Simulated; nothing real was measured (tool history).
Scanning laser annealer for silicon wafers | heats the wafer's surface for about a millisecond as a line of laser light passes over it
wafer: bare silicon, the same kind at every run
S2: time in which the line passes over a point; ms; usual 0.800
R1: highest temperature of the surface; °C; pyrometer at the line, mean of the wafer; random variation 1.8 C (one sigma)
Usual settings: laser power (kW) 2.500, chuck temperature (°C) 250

run 1 hour=0.0 | laser_power_(kW)=2.500 S2=0.800 chuck_temperature_(°C)=250 | R1=1024
run 2 hour=10.8 | laser_power_(kW)=2.500 S2=0.800 chuck_temperature_(°C)=250 | R1=1023
run 3 hour=28.4 | laser_power_(kW)=2.196 S2=0.800 chuck_temperature_(°C)=250 | R1=904
run 4 hour=44.4 | laser_power_(kW)=2.196 S2=0.800 chuck_temperature_(°C)=250 | R1=903
run 5 hour=56.7 | laser_power_(kW)=2.500 S2=0.800 chuck_temperature_(°C)=283 | R1=1060
run 6 hour=70.0 | laser_power_(kW)=2.500 S2=0.800 chuck_temperature_(°C)=211 | R1=983
run 7 hour=81.6 | laser_power_(kW)=2.500 S2=0.800 chuck_temperature_(°C)=211 | R1=982
run 8 hour=93.3 | laser_power_(kW)=2.190 S2=0.800 chuck_temperature_(°C)=250 | R1=901
run 9 hour=108.2 | laser_power_(kW)=2.190 S2=0.800 chuck_temperature_(°C)=250 | R1=900
run 10 hour=122.9 | laser_power_(kW)=2.190 S2=0.800 chuck_temperature_(°C)=245 | R1=895
run 11 hour=142.6 | laser_power_(kW)=2.190 S2=0.800 chuck_temperature_(°C)=245 | R1=895
run 12 hour=152.8 | laser_power_(kW)=2.500 S2=0.781 chuck_temperature_(°C)=250 | R1=1012
run 13 hour=165.6 | laser_power_(kW)=2.333 S2=0.800 chuck_temperature_(°C)=250 | R1=958
run 14 hour=182.3 | laser_power_(kW)=2.500 S2=0.800 chuck_temperature_(°C)=254 | R1=1028
run 15 hour=196.8 | laser_power_(kW)=2.500 S2=0.800 chuck_temperature_(°C)=254 | R1=1026
run 16 hour=207.2 | laser_power_(kW)=2.500 S2=0.800 chuck_temperature_(°C)=254 | R1=1026
run 17 hour=220.4 | laser_power_(kW)=2.500 S2=0.800 chuck_temperature_(°C)=250 | R1=1021
run 18 hour=240.8 | laser_power_(kW)=2.500 S2=0.800 chuck_temperature_(°C)=279 | R1=1048
run 19 hour=257.4 | laser_power_(kW)=2.500 S2=0.800 chuck_temperature_(°C)=279 | R1=1049
-- hour=267.4 optics aligned, line set to its width
run 20 hour=278.3 | laser_power_(kW)=2.500 S2=0.800 chuck_temperature_(°C)=279 | R1=1048
run 21 hour=296.4 | laser_power_(kW)=2.500 S2=0.800 chuck_temperature_(°C)=279 | R1=1054
run 22 hour=311.2 | laser_power_(kW)=2.406 S2=0.722 chuck_temperature_(°C)=260 | R1=956
run 23 hour=325.4 | laser_power_(kW)=2.406 S2=0.722 chuck_temperature_(°C)=260 | R1=958
run 24 hour=341.0 | laser_power_(kW)=2.345 S2=0.794 chuck_temperature_(°C)=244 | R1=952
run 25 hour=355.2 | laser_power_(kW)=2.189 S2=0.563 chuck_temperature_(°C)=213 | R1=756
run 26 hour=371.7 | laser_power_(kW)=2.570 S2=0.563 chuck_temperature_(°C)=213 | R1=878
run 27 hour=392.1 | laser_power_(kW)=2.570 S2=0.563 chuck_temperature_(°C)=213 | R1=878
run 28 hour=411.1 | laser_power_(kW)=2.334 S2=0.912 chuck_temperature_(°C)=283 | R1=1038
run 29 hour=422.2 | laser_power_(kW)=2.334 S2=0.912 chuck_temperature_(°C)=283 | R1=1037
-- hour=425.5 window over the wafer cleaned
run 30 hour=439.9 | laser_power_(kW)=2.334 S2=0.713 chuck_temperature_(°C)=250 | R1=916
run 31 hour=456.5 | laser_power_(kW)=2.334 S2=0.713 chuck_temperature_(°C)=250 | R1=913
run 32 hour=466.6 | laser_power_(kW)=2.500 S2=0.806 chuck_temperature_(°C)=228 | R1=1004
run 33 hour=478.2 | laser_power_(kW)=2.220 S2=0.602 chuck_temperature_(°C)=248 | R1=819
run 34 hour=490.5 | laser_power_(kW)=2.230 S2=0.800 chuck_temperature_(°C)=269 | R1=934
run 35 hour=505.7 | laser_power_(kW)=2.230 S2=0.572 chuck_temperature_(°C)=269 | R1=828
run 36 hour=517.1 | laser_power_(kW)=2.273 S2=0.665 chuck_temperature_(°C)=281 | R1=905
run 37 hour=528.2 | laser_power_(kW)=2.261 S2=0.686 chuck_temperature_(°C)=231 | R1=855
run 38 hour=541.1 | laser_power_(kW)=2.500 S2=0.600 chuck_temperature_(°C)=250 | R1=913
run 39 hour=557.6 | laser_power_(kW)=2.414 S2=0.600 chuck_temperature_(°C)=275 | R1=910
run 40 hour=566.3 | laser_power_(kW)=2.414 S2=0.600 chuck_temperature_(°C)=275 | R1=909

Forecast each of these 3 alternatives for the next run:
run A hour=586.7 | laser_power_(kW)=2.414 S2=0.600 chuck_temperature_(°C)=260 | R1=?
run B hour=586.7 | laser_power_(kW)=2.414 S2=0.600 chuck_temperature_(°C)=251 | R1=?
run C hour=586.7 | laser_power_(kW)=2.694 S2=0.882 chuck_temperature_(°C)=276 | R1=?

run=A R1=899
run=B R1=886
run=C R1=1166
Without the tool's hidden state the same runs would have given:
run=A R1=899
run=B R1=886
run=C R1=1166
